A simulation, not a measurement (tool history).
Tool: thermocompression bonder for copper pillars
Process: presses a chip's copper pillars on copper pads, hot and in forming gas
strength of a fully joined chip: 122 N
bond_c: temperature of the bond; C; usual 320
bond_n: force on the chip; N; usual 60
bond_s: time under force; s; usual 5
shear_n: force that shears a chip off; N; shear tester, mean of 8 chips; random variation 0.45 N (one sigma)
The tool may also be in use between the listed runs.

run   hour  bond_c  bond_n  bond_s  shear_n
  1      0     320      60       5     52.7
      14.2  -- heater calibrated with a thermocouple chip
  2   21.4     320      60       5     60.4
  3   38.7     320      60       4     54.2
  4     52     320      60       5     59.4
  5   78.3     320      60       5     58.8
  6     98     320      60       5     57.7
  7  121.7     320      60       5     57.4
  8  143.4     320      60       5     56.6
  9  167.1     320      60       5     56.3
 10  189.3     320      64       5     58.2
 11  208.9     320      60       5     55.2
 12  230.1     293      60       3       30
 13  241.2     293      60       3     30.3
 14  263.5     330      60       5     61.8
 15  276.3     320      60       4     49.7
 16  303.2     347      39       4     57.7
     318.7  -- forming gas filter changed
 17  321.2     320      73       5     63.3
 18  333.5     342      73       5     80.3
 19  347.6     348      73       7     92.5
 20  366.8     320      60       3     47.4
 21    380     324      60      15     83.7

4 ways to go on from here, each from the tool as it stands after run 21. What would each give?
  A  396.7     339      60       7        ?
  B  396.7     318      60       6        ?
  C  396.7     324      60       3        ?
  D  396.7     293      60      15        ?

run  shear_n
  A     78.7
  B     58.9
  C       49
  D     56.3
Without the tool's hidden state the same runs would have given:
run  shear_n
  A     82.3
  B     62.1
  C     51.8
  D     59.7

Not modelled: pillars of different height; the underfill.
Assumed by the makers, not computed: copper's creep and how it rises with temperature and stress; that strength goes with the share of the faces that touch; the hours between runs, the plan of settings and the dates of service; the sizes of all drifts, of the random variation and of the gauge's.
